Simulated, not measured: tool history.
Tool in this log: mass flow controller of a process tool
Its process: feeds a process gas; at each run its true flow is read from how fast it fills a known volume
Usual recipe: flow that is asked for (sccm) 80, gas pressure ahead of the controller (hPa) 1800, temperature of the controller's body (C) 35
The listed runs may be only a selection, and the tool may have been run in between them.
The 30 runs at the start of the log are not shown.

run	hour	flow that is asked for (sccm)	gas pressure ahead of the controller (hPa)	temperature of the controller's body (C)	true flow (%)
31	7361.9	11	1800	38	94.2
32	7537.1	15	1490	35	95.06
33	7700.8	15	1490	35	94.91
34	7929.2	15	2780	35	95.46
35	8081.3	18	1800	27	95.11
36	8379.3	18	2240	27	95.23
37	8589.6	18	2340	21	94.85
38	8764.6	18	2340	21	94.84

Predict each of these 4 candidate next runs independently; none follows another, all start after run 38:
A	9084.1	42	1460	27	?
B	9084.1	39	2000	20	?
C	9084.1	18	2340	25	?
D	9084.1	21	2340	21	?

run	true flow (%)
A	97.33
B	97.07
C	94.78
D	95.11
Had the tool no hidden state, the same runs would have come out as:
run	true flow (%)
A	98.04
B	97.91
C	97.74
D	97.51
